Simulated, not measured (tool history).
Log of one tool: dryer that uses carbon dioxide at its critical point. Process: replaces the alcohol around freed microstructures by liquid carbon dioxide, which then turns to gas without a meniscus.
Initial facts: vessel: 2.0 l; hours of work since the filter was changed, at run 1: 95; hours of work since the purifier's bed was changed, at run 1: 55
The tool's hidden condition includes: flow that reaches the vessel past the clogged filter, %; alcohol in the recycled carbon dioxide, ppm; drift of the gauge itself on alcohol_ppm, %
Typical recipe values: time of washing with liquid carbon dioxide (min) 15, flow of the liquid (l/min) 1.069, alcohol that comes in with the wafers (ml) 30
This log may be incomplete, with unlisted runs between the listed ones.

run    hour  time of washing with liquid carbon dioxide (min)  flow of the liquid (l/min)  alcohol that comes in with the wafers (ml)  hours of work since the filter was changed  hours of work since the purifier's bed was changed  alcohol left in the vessel before it's heated (ppm by volume)
  1     0.0                                                15                       1.069                                          30                                          95                                                  55                                                             26
  2    27.0                                                15                       1.069                                          30                                         108                                                  68                                                             29
  3    67.6                                                15                       1.069                                          30                                         129                                                  89                                                             26
  4   114.3                                                15                       1.069                                          75                                         152                                                 112                                                             60
  5   154.4                                                15                       1.069                                          75                                         172                                                 132                                                             62
  6   200.9                                                15                       1.069                                          75                                         195                                                 155                                                             70
  7   230.1                                                15                       1.069                                          30                                         210                                                 170                                                             44
  8   275.6                                                15                       1.069                                          30                                         232                                                 193                                                             46
      306.9  -- inlet filter changed
  9   323.0                                                15                       1.069                                          30                                           8                                                 216                                                             38
 10   374.1                                                15                       1.069                                          30                                          34                                                 241                                                             35
 11   411.0                                                12                       1.069                                          30                                          52                                                 260                                                             90
 12   439.7                                                12                       1.069                                          30                                          66                                                 274                                                             92
 13   485.7                                                12                       1.069                                          30                                          89                                                 297                                                             94
 14   513.2                                                12                       1.069                                          30                                         103                                                 311                                                             96
 15   565.1                                                15                       0.790                                          30                                         129                                                 337                                                            118
 16   615.8                                                15                       0.790                                          30                                         154                                                 362                                                            130
 17   651.1                                                15                       0.790                                          30                                         172                                                 380                                                            126
 18   681.1                                                21                       1.069                                          30                                         187                                                 395                                                             46
 19   722.3                                                19                       1.069                                          30                                         208                                                 415                                                             50
 20   758.9                                                12                       1.069                                          30                                         226                                                 434                                                            119
      799.9  -- inlet filter changed
 21   811.9                                                12                       1.069                                          30                                           6                                                 460                                                            101
 22   868.9                                                15                       1.750                                          30                                          34                                                 488                                                             45
 23   909.9                                                15                       1.750                                          30                                          55                                                 509                                                             56
 24   943.5                                                15                       0.660                                          30                                          72                                                 525                                                            244
 25   997.5                                                10                       0.790                                          30                                          99                                                 552                                                            515
 26  1051.6                                                10                       0.790                                          30                                         126                                                 580                                                            540
 27  1086.1                                                10                       0.790                                          30                                         143                                                 597                                                            556
 28  1112.2                                                10                       0.790                                          30                                         156                                                 610                                                            552
 29  1156.1                                                11                       0.790                                          30                                         178                                                 632                                                            413
 30  1215.5                                                11                       0.790                                          30                                         208                                                 661                                                            433
 31  1260.6                                                12                       1.069                                          30                                         230                                                 684                                                            140
 32  1287.0                                                12                       1.069                                          30                                         243                                                 697                                                            154
     1293.2  -- inlet filter changed
 33  1339.2                                                21                       1.069                                          30                                          23                                                 723                                                             75
 34  1400.2                                                17                       1.250                                         116                                          53                                                 753                                                             91
 35  1458.2                                                12                       0.950                                         109                                          82                                                 782                                                            455
 36  1504.2                                                12                       1.500                                          57                                         105                                                 805                                                            101
 37  1547.9                                                12                       1.500                                          57                                         127                                                 827                                                             98
 38  1608.5                                                12                       1.500                                          57                                         158                                                 857                                                            107
 39  1666.4                                                17                       1.140                                          30                                         187                                                 886                                                             96
 40  1697.6                                                15                       1.000                                          30                                         202                                                 902                                                            114
 41  1747.5                                                15                       1.140                                          20                                         227                                                 927                                                            103
     1787.7  -- inlet filter changed
 42  1787.7                                                15                       1.140                                          20                                           0                                                 946                                                            103
 43  1840.1                                                15                       1.140                                          20                                          26                                                 973                                                            102
 44  1880.9                                                15                       1.140                                          20                                          47                                                 993                                                            111
 45  1923.0                                                12                       1.340                                          30                                          68                                                1014                                                            121
 46  1969.5                                                12                       1.069                                          55                                          91                                                1037                                                            212

Same runs, no hidden state in the tool, same run-to-run variation:
run  alcohol left in the vessel before it's heated (ppm by volume)
  1                                                             18
  2                                                             19
  3                                                             14
  4                                                             38
  5                                                             38
  6                                                             42
  7                                                             20
  8                                                             20
  9                                                             15
 10                                                             10
 11                                                             59
 12                                                             59
 13                                                             56
 14                                                             56
 15                                                             71
 16                                                             79
 17                                                             71
 18                                                              6
 19                                                              8
 20                                                             58
 21                                                             53
 22                                                              0
 23                                                              7
 24                                                            177
 25                                                            421
 26                                                            433
 27                                                            440
 28                                                            430
 29                                                            298
 30                                                            303
 31                                                             55
 32                                                             66
 33                                                              5
 34                                                             14
 35                                                            340
 36                                                             18
 37                                                             13
 38                                                             18
 39                                                              7
 40                                                             19
 41                                                              8
 42                                                             10
 43                                                              7
 44                                                             14
 45                                                             21
 46                                                             98
